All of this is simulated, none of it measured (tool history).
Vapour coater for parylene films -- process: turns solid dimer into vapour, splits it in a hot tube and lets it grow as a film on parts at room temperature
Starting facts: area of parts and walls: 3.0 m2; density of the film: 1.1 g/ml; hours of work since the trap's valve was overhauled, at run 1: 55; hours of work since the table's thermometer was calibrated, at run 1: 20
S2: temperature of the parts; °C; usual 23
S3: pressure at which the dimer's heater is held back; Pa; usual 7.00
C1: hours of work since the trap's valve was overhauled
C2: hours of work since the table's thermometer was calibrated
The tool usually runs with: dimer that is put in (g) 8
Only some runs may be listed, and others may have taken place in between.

Run 1, hour 0.0: usual settings; C1 55; C2 20. Result: thickness of the film (nm) 1736.
Run 2, hour 28.2: usual settings; C1 68; C2 33. Result: thickness of the film (nm) 1740.
Run 3, hour 40.4: usual settings; C1 74; C2 39. Result: thickness of the film (nm) 1742.
Run 4, hour 70.0: usual settings; C1 89; C2 54. Result: thickness of the film (nm) 1742.
Run 5, hour 93.4: usual settings but dimer that is put in (g) 10; C1 100; C2 65. Result: thickness of the film (nm) 2180.
Run 6, hour 122.6: usual settings but dimer that is put in (g) 10; C1 114; C2 79. Result: thickness of the film (nm) 2167.
Run 7, hour 137.2: usual settings but dimer that is put in (g) 10; C1 121; C2 86. Result: thickness of the film (nm) 2178.
Run 8, hour 164.5: usual settings; C1 135; C2 100. Result: thickness of the film (nm) 1742.
Run 9, hour 178.5: usual settings; C1 142; C2 107. Result: thickness of the film (nm) 1731.
Run 10, hour 200.7: usual settings but dimer that is put in (g) 10; C1 152; C2 117. Result: thickness of the film (nm) 2167.
Run 11, hour 219.4: usual settings but dimer that is put in (g) 10; C1 161; C2 127. Result: thickness of the film (nm) 2168.
Run 12, hour 238.7: usual settings but dimer that is put in (g) 10; C1 171; C2 136. Result: thickness of the film (nm) 2166.
Run 13, hour 264.0: usual settings but dimer that is put in (g) 10; C1 183; C2 148. Result: thickness of the film (nm) 2162.
Run 14, hour 281.1: usual settings; C1 191; C2 157. Result: thickness of the film (nm) 1723.
Run 15, hour 302.9: usual settings; C1 202; C2 167. Result: thickness of the film (nm) 1724.
At hour 333.2: trap's valve overhauled.
Run 16, hour 337.0: usual settings; C1 2; C2 182. Result: thickness of the film (nm) 1734.
Run 17, hour 366.7: usual settings; C1 16; C2 196. Result: thickness of the film (nm) 1740.
Run 18, hour 396.0: usual settings but S2 16 °C; C1 31; C2 211. Result: thickness of the film (nm) 2212.
Run 19, hour 423.3: usual settings; C1 44; C2 224. Result: thickness of the film (nm) 1715.
Run 20, hour 452.6: usual settings; C1 58; C2 238. Result: thickness of the film (nm) 1712.
Run 21, hour 466.5: usual settings; C1 65; C2 245. Result: thickness of the film (nm) 1726.
Run 22, hour 492.4: usual settings; C1 78; C2 258. Result: thickness of the film (nm) 1719.
Run 23, hour 520.6: usual settings; C1 91; C2 271. Result: thickness of the film (nm) 1714.
Run 24, hour 534.6: usual settings but dimer that is put in (g) 4, S2 28 °C, S3 3.32 Pa; C1 98; C2 278. Result: thickness of the film (nm) 770.
Run 25, hour 550.6: usual settings but dimer that is put in (g) 6, S3 2.37 Pa; C1 106; C2 286. Result: thickness of the film (nm) 1432.
Run 26, hour 563.9: usual settings but S2 25 °C, S3 2.18 Pa; C1 112; C2 292. Result: thickness of the film (nm) 1783.
Run 27, hour 584.8: usual settings but dimer that is put in (g) 12, S2 34 °C, S3 4.14 Pa; C1 122; C2 302. Result: thickness of the film (nm) 1796.
Run 28, hour 598.8: usual settings but dimer that is put in (g) 12, S2 34 °C, S3 4.78 Pa; C1 129; C2 309. Result: thickness of the film (nm) 1757.
Run 29, hour 624.8: usual settings but S3 2.34 Pa; C1 142; C2 322. Result: thickness of the film (nm) 1895.
Run 30, hour 637.8: usual settings but S3 3.02 Pa; C1 148; C2 328. Result: thickness of the film (nm) 1858.
Run 31, hour 659.1: usual settings but dimer that is put in (g) 10, S3 4.50 Pa; C1 159; C2 339. Result: thickness of the film (nm) 2221.
Run 32, hour 672.1: usual settings but dimer that is put in (g) 10, S3 4.50 Pa; C1 165; C2 345. Result: thickness of the film (nm) 2227.
Run 33, hour 695.2: usual settings but S2 16 °C; C1 176; C2 356. Result: thickness of the film (nm) 2195.
Run 34, hour 710.2: usual settings but S2 16 °C; C1 184; C2 364. Result: thickness of the film (nm) 2212.
Run 35, hour 732.0: usual settings but dimer that is put in (g) 11, S2 15 °C, S3 3.21 Pa; C1 194; C2 374. Result: thickness of the film (nm) 3180.
Run 36, hour 758.6: usual settings but dimer that is put in (g) 11, S2 15 °C, S3 3.21 Pa; C1 207; C2 387. Result: thickness of the film (nm) 3182.
At hour 777.0: trap's valve overhauled.
Run 37, hour 781.9: usual settings but dimer that is put in (g) 7, S2 34 °C; C1 2; C2 397. Result: thickness of the film (nm) 990.
At hour 792.0: gauge calibrated.
Run 38, hour 801.0: usual settings but dimer that is put in (g) 7, S2 34 °C; C1 12; C2 406. Result: thickness of the film (nm) 1009.
Run 39, hour 825.0: usual settings but dimer that is put in (g) 12; C1 23; C2 418. Result: thickness of the film (nm) 2612.
Run 40, hour 842.1: usual settings but dimer that is put in (g) 12; C1 32; C2 426. Result: thickness of the film (nm) 2613.
Run 41, hour 855.5: usual settings but dimer that is put in (g) 5, S2 31 °C, S3 5.42 Pa; C1 38; C2 432. Result: thickness of the film (nm) 821.
Run 42, hour 881.3: usual settings but dimer that is put in (g) 4, S2 15 °C, S3 5.42 Pa; C1 51; C2 445. Result: thickness of the film (nm) 1189.
Run 43, hour 910.1: usual settings but dimer that is put in (g) 4, S2 15 °C, S3 5.42 Pa; C1 65; C2 459. Result: thickness of the film (nm) 1179.
Run 44, hour 934.3: usual settings but dimer that is put in (g) 12; C1 77; C2 471. Result: thickness of the film (nm) 2619.
Run 45, hour 950.1: usual settings but S2 20 °C, S3 8.65 Pa; C1 84; C2 478. Result: thickness of the film (nm) 1906.
Run 46, hour 964.0: usual settings but dimer that is put in (g) 5, S2 29 °C, S3 3.43 Pa; C1 91; C2 485. Result: thickness of the film (nm) 925.

For each run, the measured value with the value that run would have given without the tool's hidden condition subtracted. The run-to-run variation is shared by both, the gauge scatter possibly not:
Hidden state at play: vapour lost through the trap's worn valve, %; true temperature of the parts over the reading, C; drift of the gauge itself on film_um, %.
run  thickness of the film (nm)
  1                          -1
  2                          -4
  3                          -4
  4                          -7
  5                         -10
  6                         -13
  7                         -14
  8                         -14
  9                         -15
 10                         -20
 11                         -23
 12                         -24
 13                         -26
 14                         -22
 15                         -24
 16                         -22
 17                         -24
 18                         -34
 19                         -28
 20                         -30
 21                         -32
 22                         -33
 23                         -35
 24                         -16
 25                         -31
 26                         -39
 27                         -42
 28                         -42
 29                         -47
 30                         -48
 31                         -59
 32                         -60
 33                         -62
 34                         -63
 35                         -96
 36                        -100
 37                         -29
 38                          +0
 39                          -3
 40                          -5
 41                          -2
 42                          -5
 43                          -6
 44                         -15
 45                         -13
 46                          -7

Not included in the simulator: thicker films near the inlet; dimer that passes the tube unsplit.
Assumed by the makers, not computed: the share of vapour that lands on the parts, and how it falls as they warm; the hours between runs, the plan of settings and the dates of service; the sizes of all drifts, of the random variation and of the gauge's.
